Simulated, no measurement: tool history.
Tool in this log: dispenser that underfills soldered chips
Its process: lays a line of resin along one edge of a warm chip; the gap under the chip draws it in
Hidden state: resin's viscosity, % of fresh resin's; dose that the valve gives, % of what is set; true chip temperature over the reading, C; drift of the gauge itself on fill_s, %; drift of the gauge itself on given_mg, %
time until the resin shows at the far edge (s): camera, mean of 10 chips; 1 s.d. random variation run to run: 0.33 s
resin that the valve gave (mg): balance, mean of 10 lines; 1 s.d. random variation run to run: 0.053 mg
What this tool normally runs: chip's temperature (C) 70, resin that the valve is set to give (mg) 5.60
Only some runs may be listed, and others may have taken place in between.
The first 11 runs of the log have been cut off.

| run | day | chip's temperature (C) | resin that the valve is set to give (mg) | hours of work since the syringe was changed | hours of work since the valve was cleaned | hours of work since the stage was calibrated | time until the resin shows at the far edge (s) | resin that the valve gave (mg) |
|---|---|---|---|---|---|---|---|---|
|  | 2.775 | new syringe of resin |
| 12 | 2.862 | 70 | 5.60 | 1 | 89 | 166 | 16.2 | 5.21 |
| 13 | 3.046 | 70 | 5.60 | 5 | 92 | 169 | 20.9 | 5.20 |
|  | 3.208 | new syringe of resin |
| 14 | 3.225 | 70 | 5.60 | 0 | 95 | 172 | 15.3 | 5.20 |
|  | 3.333 | dispensing valve cleaned and set on the balance |
| 15 | 3.562 | 70 | 5.60 | 5 | 4 | 177 | 21.9 | 5.55 |
|  | 3.704 | new syringe of resin |
| 16 | 3.775 | 70 | 5.60 | 1 | 7 | 180 | 16.4 | 5.57 |
| 17 | 3.938 | 70 | 5.38 | 4 | 10 | 183 | 20.1 | 5.39 |
|  | 4.158 | new syringe of resin |
| 18 | 4.242 | 70 | 5.99 | 1 | 15 | 188 | 15.3 | 5.92 |
| 19 | 4.400 | 68 | 5.60 | 4 | 18 | 191 | 21.4 | 5.55 |
|  | 4.608 | new syringe of resin |
| 20 | 4.708 | 84 | 5.86 | 2 | 23 | 196 | 9.1 | 5.77 |
| 21 | 4.983 | 83 | 5.36 | 6 | 27 | 200 | 13.9 | 5.27 |
|  | 5.046 | new syringe of resin |
| 22 | 5.167 | 77 | 5.55 | 2 | 30 | 203 | 12.9 | 5.49 |
| 23 | 5.392 | 70 | 6.93 | 6 | 34 | 207 | 22.3 | 6.61 |
|  | 5.492 | new syringe of resin |
| 24 | 5.575 | 58 | 5.16 | 1 | 37 | 210 | 28.0 | 5.00 |
| 25 | 5.792 | 75 | 5.77 | 5 | 41 | 214 | 17.9 | 5.61 |
|  | 5.933 | new syringe of resin |
| 26 | 6.104 | 84 | 4.91 | 3 | 46 | 219 | 10.8 | 4.74 |
| 27 | 6.308 | 70 | 4.91 | 6 | 49 | 222 | 25.1 | 4.62 |
|  | 6.371 | new syringe of resin |
| 28 | 6.571 | 82 | 7.02 | 3 | 54 | 226 | 11.9 | 6.71 |
|  | 6.808 | new syringe of resin |
| 29 | 6.879 | 70 | 5.94 | 1 | 59 | 231 | 16.7 | 5.69 |
| 30 | 7.129 | 56 | 5.33 | 6 | 63 | 236 | 42.9 | 5.07 |
|  | 7.254 | new syringe of resin |
| 31 | 7.429 | 61 | 5.33 | 3 | 68 | 241 | 28.2 | 5.14 |
| 32 | 7.654 | 61 | 7.21 | 7 | 71 | 244 | 36.0 | 6.83 |
|  | 7.696 | new syringe of resin |
| 33 | 7.854 | 61 | 7.21 | 3 | 75 | 248 | 25.2 | 6.78 |
| 34 | 7.988 | 68 | 4.85 | 5 | 77 | 250 | 24.4 | 4.57 |
|  | 8.138 | new syringe of resin |
| 35 | 8.304 | 80 | 6.95 | 3 | 82 | 255 | 11.7 | 6.45 |
| 36 | 8.471 | 80 | 6.95 | 6 | 85 | 258 | 14.6 | 6.43 |

Here are 3 independent what-if runs from the current tool condition. What would each one return?
|  | 8.579 | new syringe of resin |
| A | 8.671 | 80 | 6.63 | 2 | 88 | 261 | ? | ? |
|  | 8.579 | new syringe of resin |
| B | 8.671 | 68 | 6.27 | 2 | 88 | 261 | ? | ? |
|  | 8.579 | new syringe of resin |
| C | 8.671 | 63 | 4.89 | 2 | 88 | 261 | ? | ? |

| run | time until the resin shows at the far edge (s) | resin that the valve gave (mg) |
|---|---|---|
| A | 10.9 | 6.12 |
| B | 18.4 | 5.79 |
| C | 23.8 | 4.55 |
Take away the tool's hidden state, keep each run's random variation, and the runs would have read:
| run | time until the resin shows at the far edge (s) | resin that the valve gave (mg) |
|---|---|---|
| A | 9.2 | 6.61 |
| B | 15.5 | 6.25 |
| C | 19.6 | 4.91 |
